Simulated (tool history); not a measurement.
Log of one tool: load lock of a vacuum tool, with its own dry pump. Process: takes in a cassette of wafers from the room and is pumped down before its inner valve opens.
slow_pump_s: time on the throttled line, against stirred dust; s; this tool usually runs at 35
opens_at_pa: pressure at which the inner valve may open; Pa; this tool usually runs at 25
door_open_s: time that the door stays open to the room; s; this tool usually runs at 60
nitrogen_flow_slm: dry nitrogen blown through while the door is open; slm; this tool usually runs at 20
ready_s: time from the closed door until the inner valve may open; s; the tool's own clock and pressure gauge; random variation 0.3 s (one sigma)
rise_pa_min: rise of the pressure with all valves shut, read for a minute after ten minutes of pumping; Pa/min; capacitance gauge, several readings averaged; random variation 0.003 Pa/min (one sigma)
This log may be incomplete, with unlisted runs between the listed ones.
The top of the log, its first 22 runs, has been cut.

run,hour,slow_pump_s,opens_at_pa,door_open_s,nitrogen_flow_slm,hours that the pump has run since its overhaul,times that the door has closed on its seal,"incoming humidity of the room's air, %",ready_s,rise_pa_min
23,3302.2,52,25,60,24,7016,18122,39.8,75.8,0.060
24,3455.3,34,49,83,38,7169,18431,41.0,59.7,0.063
25,3612.2,39,25,60,4,7326,18748,46.7,65.8,0.092
26,3763.7,35,25,60,5,7478,19053,44.0,62.9,0.084
27,3951.7,35,25,62,19,7666,19433,47.8,63.1,0.080
28,4059.7,45,25,89,5,7774,19651,44.2,70.3,0.099
29,4282.5,26,35,60,20,7996,20100,45.6,55.3,0.072
30,4468.3,35,50,136,32,8182,20475,45.5,60.5,0.079
31,4651.7,28,27,76,20,8366,20845,42.8,57.7,0.078
32,4767.5,34,25,176,20,8481,21079,44.5,62.5,0.112
33,4878.6,34,25,176,20,8593,21303,46.8,62.4,0.110
34,4995.7,34,25,176,20,8710,21539,43.2,63.1,0.103
35,5106.6,34,25,176,20,8820,21763,44.4,62.6,0.108
36,5294.6,60,25,60,20,9008,22143,44.5,82.0,0.075

Alternative continuations, all from the tool just after run 36; predict every row:
A,5408.2,57,25,57,20,9122,22372,42.3,?,?
B,5408.2,25,31,60,20,9122,22372,45.0,?,?
C,5408.2,35,25,46,20,9122,22372,46.3,?,?
D,5408.2,35,21,60,20,9122,22372,47.4,?,?
E,5408.2,70,25,75,20,9122,22372,44.8,?,?

run,ready_s,rise_pa_min
A,79.8,0.073
B,55.4,0.076
C,63.5,0.074
D,64.9,0.078
E,88.8,0.084
Without the tool's hidden state the same runs would have given:
run,ready_s,rise_pa_min
A,78.2,0.042
B,53.3,0.045
C,61.5,0.043
D,62.9,0.047
E,87.4,0.052
